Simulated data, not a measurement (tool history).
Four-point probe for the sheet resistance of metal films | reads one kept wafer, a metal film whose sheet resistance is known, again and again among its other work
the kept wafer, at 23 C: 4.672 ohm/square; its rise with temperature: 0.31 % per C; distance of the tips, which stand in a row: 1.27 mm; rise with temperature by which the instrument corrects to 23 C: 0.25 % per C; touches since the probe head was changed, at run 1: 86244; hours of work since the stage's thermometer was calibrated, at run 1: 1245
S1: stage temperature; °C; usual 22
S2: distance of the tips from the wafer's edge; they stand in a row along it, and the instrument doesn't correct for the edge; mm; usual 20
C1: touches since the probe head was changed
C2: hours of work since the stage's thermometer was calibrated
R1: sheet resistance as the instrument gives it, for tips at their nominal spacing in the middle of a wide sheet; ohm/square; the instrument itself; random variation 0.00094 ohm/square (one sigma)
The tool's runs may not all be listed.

run 1 hour=0 | S1=22 S2=20 | C1=86244 C2=1245 | R1=4.622605
run 2 hour=61.4 | S1=22 S2=20 | C1=88011 C2=1271 | R1=4.622199
run 3 hour=132.8 | S1=28 S2=20 | C1=90062 C2=1300 | R1=4.634864
-- hour=167.1 new probe head fitted
-- hour=178.3 stage's thermometer calibrated
run 4 hour=192.1 | S1=22 S2=18 | C1=704 C2=6 | R1=4.686542
run 5 hour=238.7 | S1=22 S2=18 | C1=2044 C2=25 | R1=4.683179
run 6 hour=306 | S1=22 S2=18 | C1=3979 C2=53 | R1=4.681651
run 7 hour=365.4 | S1=27 S2=18 | C1=5686 C2=78 | R1=4.693962
run 8 hour=437.7 | S1=22 S2=20 | C1=7768 C2=108 | R1=4.676768
run 9 hour=501.3 | S1=28 S2=20 | C1=9594 C2=134 | R1=4.690973
run 10 hour=561.4 | S1=22 S2=20 | C1=11322 C2=159 | R1=4.675012
run 11 hour=629.5 | S1=22 S2=20 | C1=13282 C2=187 | R1=4.672158
run 12 hour=708.5 | S1=22 S2=20 | C1=15552 C2=220 | R1=4.671755
run 13 hour=757.8 | S1=22 S2=20 | C1=16970 C2=241 | R1=4.668523
run 14 hour=826.1 | S1=22 S2=20 | C1=18933 C2=269 | R1=4.667188
run 15 hour=872.8 | S1=24 S2=7 | C1=20276 C2=288 | R1=4.742338
run 16 hour=955.1 | S1=25 S2=11 | C1=22643 C2=322 | R1=4.69495
run 17 hour=1024.1 | S1=25 S2=11 | C1=24628 C2=351 | R1=4.694276
run 18 hour=1088 | S1=30 S2=32 | C1=26464 C2=378 | R1=4.674781
run 19 hour=1143.2 | S1=27 S2=15 | C1=28053 C2=401 | R1=4.679875
run 20 hour=1196.9 | S1=23 S2=45 | C1=29597 C2=423 | R1=4.653
run 21 hour=1251.7 | S1=23 S2=45 | C1=31170 C2=446 | R1=4.65295
run 22 hour=1332.2 | S1=22 S2=3 | C1=33485 C2=479 | R1=5.051817
run 23 hour=1388.6 | S1=22 S2=3 | C1=35107 C2=502 | R1=5.051013
run 24 hour=1423.6 | S1=35 S2=18 | C1=36115 C2=517 | R1=4.689036
run 25 hour=1506 | S1=35 S2=18 | C1=38484 C2=551 | R1=4.685951

Forecast each of these 4 alternatives for the next run:
run A hour=1576.4 | S1=27 S2=21 | C1=40508 C2=580 | R1=?
run B hour=1576.4 | S1=20 S2=4 | C1=40508 C2=580 | R1=?
run C hour=1576.4 | S1=27 S2=20 | C1=40508 C2=580 | R1=?
run D hour=1576.4 | S1=19 S2=4 | C1=40508 C2=580 | R1=?

run=A R1=4.661165
run=B R1=4.872868
run=C R1=4.661302
run=D R1=4.869312
Without the tool's hidden state the same runs would have given:
run=A R1=4.690933
run=B R1=4.90392
run=C R1=4.69107
run=D R1=4.900349

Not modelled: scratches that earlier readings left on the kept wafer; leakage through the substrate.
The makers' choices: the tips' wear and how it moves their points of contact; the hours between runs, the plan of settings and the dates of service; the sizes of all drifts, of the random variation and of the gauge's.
